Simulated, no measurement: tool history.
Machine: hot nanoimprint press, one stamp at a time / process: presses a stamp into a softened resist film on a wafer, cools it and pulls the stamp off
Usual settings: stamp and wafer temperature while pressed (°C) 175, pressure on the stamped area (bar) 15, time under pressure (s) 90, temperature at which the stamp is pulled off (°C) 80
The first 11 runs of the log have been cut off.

run	hour	stamp and wafer temperature while pressed (°C)	pressure on the stamped area (bar)	time under pressure (s)	temperature at which the stamp is pulled off (°C)	resist left under the stamp's widest pad (nm)	greatest force while the stamp is pulled off (N)
12	219.6	175	15	90	85	328.7	108
13	236.2	175	15	140	80	281.1	110
14	253.1	175	15	140	80	285	113
15	265.6	175	14.4	90	80	342.9	113
16	293.8	177	11.5	104	76	333.4	115
17	311.6	177	11.5	104	76	336.2	118
# hour 320.1: stamp cleaned and given a new release coat
# hour 329.2: plate thermocouple calibrated
18	335.6	177	11.5	104	76	310.4	100
19	358.2	175	23.8	76	82	259.3	95
20	386.6	173	15	90	80	339	98
21	412.7	173	9.8	90	66	409.5	109
22	439.4	175	15	74	80	333.4	97
23	451.4	175	12.2	45	80	426.3	99
24	472.2	170	11.5	90	75	427.1	104
25	494.4	170	9.6	157	66	398.5	107
26	522.8	176	11.4	142	80	295.4	101
27	537.9	176	11.4	142	84	295.9	97
28	566.3	176	13.6	167	73	256	110
29	580	176	12.3	167	84	267.8	96
30	607.4	184	12.3	134	84	206.4	95

What if the next run were any one of these 4? Each begins from the tool's condition after run 30:
A	629.4	184	12.3	134	77	?	?
B	629.4	184	13.9	133	78	?	?
C	629.4	179	12.3	134	84	?	?
D	629.4	170	19.6	134	71	?	?

run	resist left under the stamp's widest pad (nm)	greatest force while the stamp is pulled off (N)
A	207.6	100
B	193.5	99
C	254.8	96
D	304.8	108
The same runs, with their run-to-run variation unchanged, on a tool lacking any hidden condition would have given:
run	resist left under the stamp's widest pad (nm)	greatest force while the stamp is pulled off (N)
A	196.9	94
B	183	94
C	241.6	91
D	285.5	102
